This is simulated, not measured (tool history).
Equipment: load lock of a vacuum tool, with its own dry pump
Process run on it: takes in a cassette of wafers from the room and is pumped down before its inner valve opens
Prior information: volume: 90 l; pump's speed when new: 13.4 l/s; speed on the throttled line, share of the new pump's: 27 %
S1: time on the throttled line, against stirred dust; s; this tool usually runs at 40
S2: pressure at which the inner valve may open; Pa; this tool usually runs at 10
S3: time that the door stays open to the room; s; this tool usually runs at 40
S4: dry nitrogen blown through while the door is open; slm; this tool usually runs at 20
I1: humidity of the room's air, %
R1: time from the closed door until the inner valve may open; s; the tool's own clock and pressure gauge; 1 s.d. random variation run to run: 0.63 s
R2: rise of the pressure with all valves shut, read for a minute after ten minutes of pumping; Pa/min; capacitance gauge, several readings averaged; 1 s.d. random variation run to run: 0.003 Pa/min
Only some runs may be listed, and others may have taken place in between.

Run 1, day 0.000: usual settings; I1 46.2. Result: R1 100.9 s, R2 0.107 Pa/min.
Run 2, day 7.800: usual settings; I1 46.5. Result: R1 100.8 s, R2 0.113 Pa/min.
Run 3, day 17.325: usual settings but S1 29 s; I1 44.6. Result: R1 93.0 s, R2 0.107 Pa/min.
Run 4, day 22.975: usual settings but S1 29 s; I1 45.1. Result: R1 93.8 s, R2 0.119 Pa/min.
Run 5, day 28.154: usual settings but S1 29 s; I1 43.2. Result: R1 94.4 s, R2 0.112 Pa/min.
Run 6, day 33.471: usual settings but S1 29 s; I1 45.7. Result: R1 93.7 s, R2 0.121 Pa/min.
Run 7, day 41.042: usual settings but S1 29 s; I1 45.1. Result: R1 94.1 s, R2 0.115 Pa/min.
Run 8, day 45.750: usual settings but S2 9 Pa; I1 45.7. Result: R1 103.3 s, R2 0.124 Pa/min.
Run 9, day 52.696: usual settings but S2 9 Pa; I1 45.8. Result: R1 102.8 s, R2 0.125 Pa/min.
Run 10, day 57.967: usual settings but S2 13 Pa; I1 43.5. Result: R1 100.3 s, R2 0.129 Pa/min.
Run 11, day 64.062: usual settings but S2 14 Pa; I1 46.0. Result: R1 98.9 s, R2 0.133 Pa/min.
Run 12, day 70.954: usual settings; I1 46.6. Result: R1 103.0 s, R2 0.130 Pa/min.
Run 13, day 76.542: usual settings; I1 43.4. Result: R1 104.1 s, R2 0.132 Pa/min.
Run 14, day 85.912: usual settings but S1 64 s; I1 46.3. Result: R1 117.8 s, R2 0.134 Pa/min.
Run 15, day 95.217: usual settings but S1 64 s, S2 13 Pa, S3 32 s, S4 32 slm; I1 43.2. Result: R1 116.7 s, R2 0.131 Pa/min.
Run 16, day 101.675: usual settings but S1 64 s, S2 8 Pa, S3 32 s, S4 32 slm; I1 40.5. Result: R1 122.1 s, R2 0.131 Pa/min.
Run 17, day 109.146: usual settings but S1 64 s, S2 8 Pa, S3 32 s, S4 32 slm; I1 44.1. Result: R1 121.9 s, R2 0.140 Pa/min.
Run 18, day 117.296: usual settings but S1 64 s, S2 8 Pa, S3 32 s, S4 32 slm; I1 41.0. Result: R1 122.3 s, R2 0.136 Pa/min.
Run 19, day 124.462: usual settings but S1 64 s, S2 8 Pa, S3 32 s, S4 32 slm; I1 40.2. Result: R1 121.5 s, R2 0.142 Pa/min.
Run 20, day 132.762: usual settings but S1 64 s, S3 27 s, S4 32 slm; I1 49.1. Result: R1 119.6 s, R2 0.149 Pa/min.
Run 21, day 137.942: usual settings but S1 64 s, S3 27 s, S4 32 slm; I1 43.6. Result: R1 120.1 s, R2 0.146 Pa/min.
Run 22, day 146.683: usual settings but S1 64 s, S3 27 s, S4 32 slm; I1 48.2. Result: R1 119.4 s, R2 0.148 Pa/min.
Run 23, day 151.333: usual settings but S1 65 s, S2 16 Pa, S3 134 s, S4 6 slm; I1 44.5. Result: R1 116.4 s, R2 0.194 Pa/min.
Run 24, day 156.975: usual settings but S2 7 Pa, S3 33 s; I1 48.8. Result: R1 108.8 s, R2 0.163 Pa/min.

Run 25, settings as shown, results not yet in. Your forecast:
Run 25, day 166.333: usual settings but S2 7 Pa, S3 33 s; I1 45.0. Result: R1 ?, R2 ?.

{"run 25": {"R1": 107.8, "R2": 0.172}}
Were there no unlogged condition in the tool, this run, its random variation unchanged, would have produced R1 94.3 s, R2 0.029 Pa/min.

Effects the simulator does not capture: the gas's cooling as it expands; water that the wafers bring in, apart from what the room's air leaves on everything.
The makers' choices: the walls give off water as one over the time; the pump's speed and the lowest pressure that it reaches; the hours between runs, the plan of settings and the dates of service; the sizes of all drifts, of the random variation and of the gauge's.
